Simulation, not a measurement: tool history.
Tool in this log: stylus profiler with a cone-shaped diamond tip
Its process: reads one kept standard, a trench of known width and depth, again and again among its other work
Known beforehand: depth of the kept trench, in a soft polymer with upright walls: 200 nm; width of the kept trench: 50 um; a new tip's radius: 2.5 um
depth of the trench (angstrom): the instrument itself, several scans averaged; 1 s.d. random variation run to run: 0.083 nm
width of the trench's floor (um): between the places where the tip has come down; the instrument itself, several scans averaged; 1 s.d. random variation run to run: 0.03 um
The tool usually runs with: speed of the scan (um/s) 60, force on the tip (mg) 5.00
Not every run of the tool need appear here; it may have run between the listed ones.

run,hour,speed of the scan (um/s),force on the tip (mg),depth of the trench (angstrom),width of the trench's floor (um)
1,0.0,60,5.00,2023.5,47.52
2,119.4,60,5.00,2022.1,47.48
3,228.1,60,5.00,2020.7,47.48
4,359.9,60,5.00,2020.6,47.44
# hour 400.5: height scale calibrated on a step standard
5,470.0,32,5.00,2033.4,47.48
6,602.1,15,5.00,2031.5,47.45
7,705.4,15,5.00,2029.9,47.43
8,791.7,15,5.00,2028.8,47.44
9,901.4,15,5.00,2028.4,47.44
10,1009.1,15,5.00,2028.0,47.43
11,1104.2,15,5.00,2027.3,47.37
12,1222.4,60,5.00,2025.9,47.23
# hour 1233.0: new tip fitted, height scale calibrated
13,1296.2,60,5.00,2031.4,47.90
14,1423.9,60,5.00,2029.0,47.79
15,1510.0,103,5.00,2027.0,47.66
16,1626.1,103,5.00,2027.1,47.60
17,1737.6,103,5.00,2026.9,47.59
18,1855.2,75,5.00,2027.2,47.64
19,1959.3,75,5.00,2026.5,47.56
20,2088.4,75,5.00,2025.0,47.53
21,2157.8,60,3.49,2016.9,47.54
22,2235.4,18,5.00,2022.7,47.66
23,2312.2,18,2.36,2012.0,47.62
24,2374.4,166,4.07,2018.1,47.15
25,2430.0,16,5.95,2026.6,47.62
26,2560.6,49,9.32,2036.1,47.52
27,2626.9,94,10.67,2041.6,47.44
# hour 2653.1: height scale calibrated on a step standard
28,2737.3,76,10.70,2052.3,47.45
29,2818.2,76,10.70,2053.8,47.38
30,2912.0,19,8.82,2045.3,47.47
31,3002.5,177,14.93,2064.8,47.26
32,3064.3,79,6.51,2035.9,47.32
33,3172.6,21,8.70,2043.4,47.42
34,3261.9,21,8.70,2042.6,47.39
35,3359.4,16,5.00,2028.2,47.39
36,3469.8,235,3.39,2017.7,46.57
# hour 3488.6: new tip fitted, height scale calibrated
37,3547.1,26,5.28,2033.0,47.95
38,3644.5,26,9.29,2046.3,47.91
39,3748.0,21,5.21,2030.5,47.91
40,3832.7,21,9.91,2047.5,47.87
41,3946.4,27,5.59,2031.0,47.81

Forecast each of these 4 alternatives for the next run:
A,4033.2,50,10.75,?,?
B,4033.2,32,5.59,?,?
C,4033.2,109,2.39,?,?
D,4033.2,26,4.73,?,?

run,depth of the trench (angstrom),width of the trench's floor (um)
A,2049.2,47.77
B,2029.3,47.77
C,2016.0,47.42
D,2026.0,47.78
With no hidden state in the tool, these same runs would have given:
run,depth of the trench (angstrom),width of the trench's floor (um)
A,2053.4,47.95
B,2033.4,47.95
C,2020.2,47.60
D,2030.1,47.96
